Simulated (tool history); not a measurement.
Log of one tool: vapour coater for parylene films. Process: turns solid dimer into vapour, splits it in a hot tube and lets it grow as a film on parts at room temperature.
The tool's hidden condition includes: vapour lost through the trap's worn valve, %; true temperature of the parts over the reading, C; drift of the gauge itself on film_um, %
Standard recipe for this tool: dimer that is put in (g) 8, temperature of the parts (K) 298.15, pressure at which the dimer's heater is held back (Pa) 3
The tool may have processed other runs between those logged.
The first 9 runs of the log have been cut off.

run    hour  dimer that is put in (g)  temperature of the parts (K)  pressure at which the dimer's heater is held back (Pa)  hours of work since the trap's valve was overhauled  hours of work since the table's thermometer was calibrated  thickness of the film (µm)
 10   387.4                         8                        298.15                                                       3                                                  133                                                        1050                        1.27
 11   433.2                         8                        298.15                                                       3                                                  154                                                        1071                        1.26
 12   486.3                         8                        298.15                                                       3                                                  179                                                        1096                        1.25
 13   551.2                         8                        298.15                                                       3                                                  209                                                        1126                        1.23
 14   596.5                         8                        298.15                                                    3.33                                                  230                                                        1147                        1.22
 15   643.4                         8                        298.15                                                       3                                                  252                                                        1169                         1.2
 16   705.8                         8                        298.15                                                       3                                                  281                                                        1198                        1.19
 17     737                         8                        298.15                                                       3                                                  295                                                        1212                         1.2
 18     773                         8                        305.15                                                       3                                                  312                                                        1229                        0.85
 19   835.8                         8                        305.15                                                       3                                                  341                                                        1258                        0.86
 20     876                         8                        305.15                                                       3                                                  360                                                        1277                        0.85
 21   940.3                         4                        305.15                                                       3                                                  389                                                        1307                        0.41
      995.3  -- trap's valve overhauled
 22  1007.6                         4                        305.15                                                       3                                                    6                                                        1336                        0.48
 23  1054.8                         4                        305.15                                                       3                                                   28                                                        1358                        0.48
 24  1119.6                         5                        306.15                                                       3                                                   58                                                        1388                        0.57
 25  1158.5                         5                        306.15                                                       3                                                   76                                                        1406                        0.56
 26    1216                         5                        298.15                                                       3                                                  102                                                        1433                        0.79
 27  1267.8                         5                        303.15                                                       3                                                  126                                                        1457                        0.63
 28  1326.7                         5                        299.15                                                    3.59                                                  154                                                        1484                        0.73
 29  1375.1                         8                        298.15                                                    3.96                                                  176                                                        1506                        1.19
 30  1435.9                         5                        298.15                                                       3                                                  204                                                        1535                        0.76

Run 31 has not been measured yet. What should we expect?
 31  1499.7                         5                        298.15                                                    3.28                                                  234                                                        1564                           ?

thickness of the film (µm): 0.77
If the tool had no hidden condition, the same run with the same run-to-run variation would have returned thickness of the film (µm) 0.86.
